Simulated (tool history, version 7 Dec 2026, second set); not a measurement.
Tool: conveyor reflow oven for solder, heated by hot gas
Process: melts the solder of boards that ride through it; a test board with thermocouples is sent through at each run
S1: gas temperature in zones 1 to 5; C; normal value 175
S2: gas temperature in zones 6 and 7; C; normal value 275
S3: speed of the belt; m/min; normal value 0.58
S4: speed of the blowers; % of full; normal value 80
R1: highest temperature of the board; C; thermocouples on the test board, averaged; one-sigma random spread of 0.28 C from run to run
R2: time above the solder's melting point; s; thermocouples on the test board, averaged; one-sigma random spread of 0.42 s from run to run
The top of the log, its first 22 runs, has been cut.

run,day,S1,S2,S3,S4,R1,R2
23,12.167,188,274,0.541,62,262.3,81.1
24,12.908,188,274,0.541,62,262.1,81.7
25,13.529,188,274,0.541,62,261.9,81.6
26,14.342,188,274,0.541,62,262.2,81.4
27,14.954,188,274,0.541,62,262.4,82.5
28,15.604,188,274,0.541,62,261.8,81.3
29,15.971,188,274,0.582,61,259.2,75
30,16.608,188,274,0.582,61,259.3,74.2
31,17.133,166,274,0.582,61,256.3,63

4 options for the next run, each taken on its own from the tool as it stands now. Forecast them:
A,17.912,184,281,0.55,61,?,?
B,17.912,182,275,0.587,68,?,?
C,17.912,166,289,0.582,53,?,?
D,17.912,175,270,0.58,80,?,?

run,R1,R2
A,266.8,80.9
B,260.7,71.7
C,267,69.3
D,257.1,68.1
Without the tool's unlogged condition, the same runs would have read:
run,R1,R2
A,265.4,78.2
B,259.4,69.2
C,265.5,66.7
D,255.9,65.7

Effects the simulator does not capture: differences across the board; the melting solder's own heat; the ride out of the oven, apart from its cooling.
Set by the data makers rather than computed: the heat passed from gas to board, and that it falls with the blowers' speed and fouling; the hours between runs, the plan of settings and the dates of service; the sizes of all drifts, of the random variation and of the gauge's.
